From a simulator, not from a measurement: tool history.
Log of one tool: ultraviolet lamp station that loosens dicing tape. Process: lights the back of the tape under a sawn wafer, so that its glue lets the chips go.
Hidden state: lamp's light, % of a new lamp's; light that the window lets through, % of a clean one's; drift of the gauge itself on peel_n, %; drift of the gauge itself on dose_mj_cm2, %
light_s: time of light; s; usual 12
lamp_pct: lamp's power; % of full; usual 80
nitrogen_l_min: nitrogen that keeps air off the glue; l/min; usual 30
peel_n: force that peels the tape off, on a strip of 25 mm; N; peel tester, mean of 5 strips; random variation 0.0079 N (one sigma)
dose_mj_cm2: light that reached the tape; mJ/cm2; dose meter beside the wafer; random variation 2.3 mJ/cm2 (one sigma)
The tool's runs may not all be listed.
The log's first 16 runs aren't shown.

run   hour  light_s  lamp_pct  nitrogen_l_min  hours of work of the lamp  hours of work since the window was cleaned  peel_n  dose_mj_cm2
 17  190.2        8        80              30                        344                                         267   0.567          149
 18  199.7       12        80              30                        351                                         274   0.317          218
 19  214.7       12        80              30                        362                                         285   0.302          226
 20  231.2        9        80              30                        374                                         298   0.459          165
 21  244.0        9        80              30                        383                                         307   0.471          168
 22  255.4        9        80              30                        392                                         316   0.471          167
 23  270.3       16        86              26                        403                                         327   0.254          325
 24  280.2       12        93              30                        410                                         334   0.271          256
 25  295.1       12        93              30                        421                                         345   0.274          260
 26  309.9       12        93              30                        432                                         356   0.270          265
 27  319.9       12        93              30                        440                                         363   0.265          259
 28  331.3        7        61              18                        448                                         372   1.664          102
     337.7  -- window cleaned of glue's vapour
 29  344.1        7        61              18                        457                                           5   1.620           99
 30  352.6        7        84              29                        463                                          11   0.671          134
 31  360.5       21        77              10                        469                                          17   0.272          377
 32  372.7       17        71              13                        478                                          26   0.328          281
 33  387.9        8        92              11                        490                                          37   0.946          174
 34  396.9        9        75              32                        496                                          44   0.513          155
 35  404.7       13        76              47                        502                                          50   0.249          231
 36  420.7       11        97              10                        514                                          61   0.496          250
 37  428.3       11        97              10                        519                                          67   0.491          246
 38  442.6       10        71              28                        530                                          78   0.502          167
 39  455.1       10        71              28                        539                                          87   0.509          167
 40  467.5       21        94              15                        549                                          96   0.236          457
 41  483.7       21        94              10                        561                                         108   0.266          458

Forecast each of these 3 alternatives for the next run:
  A  492.3       14        94              21                        567                                         114       ?            ?
  B  492.3       21        94              14                        567                                         114       ?            ?
  C  492.3       20        92              51                        567                                         114       ?            ?

run  peel_n  dose_mj_cm2
  A   0.257          308
  B   0.224          455
  C   0.241          433
Without the tool's hidden state the same runs would have given:
run  peel_n  dose_mj_cm2
  A   0.257          308
  B   0.224          455
  C   0.241          433
